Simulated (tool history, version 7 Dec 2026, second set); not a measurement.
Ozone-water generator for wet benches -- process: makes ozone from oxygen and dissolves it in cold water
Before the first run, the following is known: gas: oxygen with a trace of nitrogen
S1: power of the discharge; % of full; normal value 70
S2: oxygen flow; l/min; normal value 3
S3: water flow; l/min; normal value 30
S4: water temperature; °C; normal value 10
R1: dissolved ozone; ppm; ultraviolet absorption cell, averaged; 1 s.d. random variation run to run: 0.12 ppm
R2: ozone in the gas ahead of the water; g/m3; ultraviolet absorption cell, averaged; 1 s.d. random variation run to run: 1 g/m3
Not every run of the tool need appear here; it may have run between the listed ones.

| run | day | S1 | S2 | S3 | S4 | R1 | R2 |
|---|---|---|---|---|---|---|---|
| 1 | 0 | 70 | 3 | 30 | 10 | 9.2 | 157.9 |
| 2 | 6.238 | 70 | 3 | 30 | 10 | 9.4 | 156.2 |
| 3 | 12.354 | 70 | 3 | 30 | 10 | 9.3 | 155.5 |
| 4 | 18.533 | 70 | 3 | 30 | 6 | 9.5 | 157.1 |
| 5 | 24.354 | 70 | 3 | 30 | 6 | 9.4 | 156.9 |
| 6 | 29.779 | 70 | 3 | 30 | 6 | 9.8 | 157.1 |
|  | 31.171 | water thermometer calibrated |
| 7 | 35.625 | 70 | 3 | 30 | 6 | 9.4 | 156.4 |
| 8 | 40.583 | 70 | 3 | 30 | 7 | 9.6 | 155.6 |
| 9 | 45.396 | 70 | 3 | 30 | 7 | 9.1 | 155.5 |
| 10 | 53.308 | 70 | 3 | 30 | 7 | 9.4 | 155.4 |
| 11 | 60.621 | 70 | 3 | 30 | 7 | 9.3 | 155.6 |
| 12 | 64.525 | 69 | 5.33 | 24 | 7 | 14.3 | 123.3 |
| 13 | 72.262 | 83 | 3 | 30 | 10 | 10 | 171.3 |
| 14 | 76.562 | 47 | 2.67 | 20 | 6 | 10.6 | 124.5 |
| 15 | 82.333 | 67 | 2.67 | 20 | 6 | 12.6 | 153.6 |
|  | 83.042 | contactor cleaned |
| 16 | 88.933 | 67 | 2.67 | 20 | 6 | 12.3 | 153.5 |
| 17 | 92.321 | 67 | 3.54 | 20 | 6 | 14.3 | 141 |
| 18 | 100.225 | 41 | 4.76 | 20 | 16 | 10.1 | 92.1 |
| 19 | 105.483 | 70 | 3 | 30 | 10 | 8.8 | 150.3 |
| 20 | 112.2 | 70 | 2.04 | 30 | 6 | 7.2 | 171.9 |
| 21 | 116.779 | 76 | 2.06 | 30 | 8 | 7.8 | 179.2 |
|  | 121.204 | contactor cleaned, once more |
| 22 | 124.083 | 43 | 2.06 | 36 | 6 | 4.7 | 126.4 |

What if the next run were any one of these 4? Each begins from the tool's condition after run 22:
| A | 129.846 | 47 | 2.33 | 23 | 6 | ? | ? |
| B | 129.846 | 56 | 3 | 30 | 10 | ? | ? |
| C | 129.846 | 55 | 3 | 20 | 18 | ? | ? |
| D | 129.846 | 43 | 2.7 | 36 | 8 | ? | ? |

| run | R1 | R2 |
|---|---|---|
| A | 8.8 | 128.1 |
| B | 7.9 | 129.1 |
| C | 10.7 | 130.4 |
| D | 5.4 | 117.7 |
Take away the tool's hidden state, keep each run's random variation, and the runs would have read:
| run | R1 | R2 |
|---|---|---|
| A | 9.9 | 144.5 |
| B | 9.2 | 148.7 |
| C | 12.4 | 149.6 |
| D | 6.1 | 131.4 |
